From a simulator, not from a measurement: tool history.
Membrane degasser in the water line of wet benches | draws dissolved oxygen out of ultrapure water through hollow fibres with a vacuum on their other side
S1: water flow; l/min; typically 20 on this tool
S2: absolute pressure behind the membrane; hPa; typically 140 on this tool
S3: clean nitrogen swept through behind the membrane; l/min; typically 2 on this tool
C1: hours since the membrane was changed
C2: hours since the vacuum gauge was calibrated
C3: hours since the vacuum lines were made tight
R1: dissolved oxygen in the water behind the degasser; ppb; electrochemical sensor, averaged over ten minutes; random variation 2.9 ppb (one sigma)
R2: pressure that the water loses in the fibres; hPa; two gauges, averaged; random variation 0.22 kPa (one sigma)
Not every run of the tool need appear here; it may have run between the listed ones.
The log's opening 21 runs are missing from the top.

run    hour  S1   S2    S3    C1   C2    C3      R1     R2
 22     889  18  197     2  1538  358  1224   368.7  488.9
 23   921.3  18  197     2  1570  390  1256     372  488.6
 24   954.2  20  312  1.08  1603  423  1289  1061.7  540.4
 25  1013.5  21   99  2.49  1662  482  1348   187.2  570.1
 26  1041.5  21   99  1.12  1690  510  1376   321.9  574.1
 27  1091.8  21   99  1.12  1740  560  1426     327  573.7
 28  1152.8  28   99  1.12  1801  621  1487   467.4  758.7
 29  1202.5  29  190  0.92  1851  671  1537  1047.7  791.6
 30  1245.3  29  184  1.16  1894  714  1580   858.4  790.1
 31    1273  29  105  1.16  1921  742  1608   498.9  789.8
 32  1304.7  25  105  5.64  1953  773  1639   170.2  682.3

Below are 3 alternative next runs, each starting from the tool's condition after run 32. Predict each:
  A  1341.6  16   88  1.78  1990  810  1676   ?   ?
  B  1341.6  25  178  5.64  1990  810  1676   ?   ?
  C  1341.6  17   90  3.07  1990  810  1676   ?   ?

run     R1     R2
  A  144.4  433.5
  B  243.4  681.3
  C  104.8  460.2
With no hidden state in the tool, these same runs would have given:
run     R1     R2
  A  141.9  430.2
  B  239.2  676.1
  C  102.7  456.7
